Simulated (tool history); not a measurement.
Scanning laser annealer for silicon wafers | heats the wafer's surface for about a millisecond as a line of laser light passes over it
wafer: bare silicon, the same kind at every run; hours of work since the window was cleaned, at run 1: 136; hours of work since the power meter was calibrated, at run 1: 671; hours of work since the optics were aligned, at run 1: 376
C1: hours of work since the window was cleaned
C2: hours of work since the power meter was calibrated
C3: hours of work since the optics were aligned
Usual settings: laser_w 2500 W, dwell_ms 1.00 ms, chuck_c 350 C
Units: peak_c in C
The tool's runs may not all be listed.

Run 1, hour 0.0: usual settings; C1 136; C2 671; C3 376. Result: peak_c 1084 C.
Run 2, hour 22.6: usual settings; C1 152; C2 688; C3 393. Result: peak_c 1087 C.
Run 3, hour 44.0: usual settings; C1 168; C2 703; C3 409. Result: peak_c 1087 C.
Run 4, hour 57.7: usual settings; C1 178; C2 714; C3 419. Result: peak_c 1084 C.
Run 5, hour 81.1: usual settings; C1 195; C2 731; C3 436. Result: peak_c 1086 C.
Run 6, hour 105.4: usual settings; C1 213; C2 748; C3 454. Result: peak_c 1082 C.
Run 7, hour 132.3: usual settings; C1 233; C2 768; C3 473. Result: peak_c 1081 C.
Run 8, hour 150.4: usual settings; C1 246; C2 782; C3 487. Result: peak_c 1078 C.
Run 9, hour 180.1: usual settings but chuck_c 384 C; C1 268; C2 803; C3 509. Result: peak_c 1116 C.
Run 10, hour 195.6: usual settings but chuck_c 384 C; C1 279; C2 815; C3 520. Result: peak_c 1112 C.
Run 11, hour 219.1: usual settings; C1 297; C2 832; C3 537. Result: peak_c 1081 C.
Run 12, hour 234.3: usual settings; C1 308; C2 843; C3 548. Result: peak_c 1078 C.
Run 13, hour 251.4: usual settings but laser_w 2460 W, dwell_ms 1.08 ms, chuck_c 343 C; C1 320; C2 856; C3 561. Result: peak_c 1088 C.
Run 14, hour 267.7: usual settings but laser_w 2460 W, dwell_ms 1.08 ms, chuck_c 343 C; C1 332; C2 868; C3 573. Result: peak_c 1085 C.
Run 15, hour 286.1: usual settings but laser_w 2260 W, dwell_ms 1.14 ms, chuck_c 345 C; C1 346; C2 881; C3 586. Result: peak_c 1043 C.
Run 16, hour 309.7: usual settings but laser_w 2260 W, dwell_ms 1.14 ms, chuck_c 345 C; C1 363; C2 898; C3 604. Result: peak_c 1042 C.
Run 17, hour 322.8: usual settings but laser_w 2260 W, dwell_ms 1.14 ms, chuck_c 345 C; C1 373; C2 908; C3 613. Result: peak_c 1039 C.
Run 18, hour 337.5: usual settings but laser_w 2308 W, dwell_ms 0.90 ms; C1 384; C2 919; C3 624. Result: peak_c 976 C.
Run 19, hour 354.9: usual settings but laser_w 2628 W, dwell_ms 0.90 ms, chuck_c 314 C; C1 396; C2 932; C3 637. Result: peak_c 1036 C.
Run 20, hour 380.2: usual settings but laser_w 2628 W, dwell_ms 0.90 ms, chuck_c 383 C; C1 415; C2 950; C3 655. Result: peak_c 1102 C.
Run 21, hour 392.1: usual settings but laser_w 2628 W, dwell_ms 0.89 ms, chuck_c 343 C; C1 424; C2 959; C3 664. Result: peak_c 1057 C.
Run 22, hour 418.2: usual settings but laser_w 2628 W, dwell_ms 0.89 ms, chuck_c 343 C; C1 443; C2 978; C3 683. Result: peak_c 1056 C.
Run 23, hour 445.3: usual settings but laser_w 2628 W, dwell_ms 0.89 ms, chuck_c 343 C; C1 463; C2 998; C3 703. Result: peak_c 1057 C.

The next listed run, before its measurement:
Run 24, hour 457.6: usual settings but laser_w 2628 W, dwell_ms 0.89 ms, chuck_c 343 C; C1 472; C2 1007; C3 712. Result: peak_c ?.

Run 24 gave peak_c 1051 C.
Without the tool's hidden state the same run would have given peak_c 1079 C.

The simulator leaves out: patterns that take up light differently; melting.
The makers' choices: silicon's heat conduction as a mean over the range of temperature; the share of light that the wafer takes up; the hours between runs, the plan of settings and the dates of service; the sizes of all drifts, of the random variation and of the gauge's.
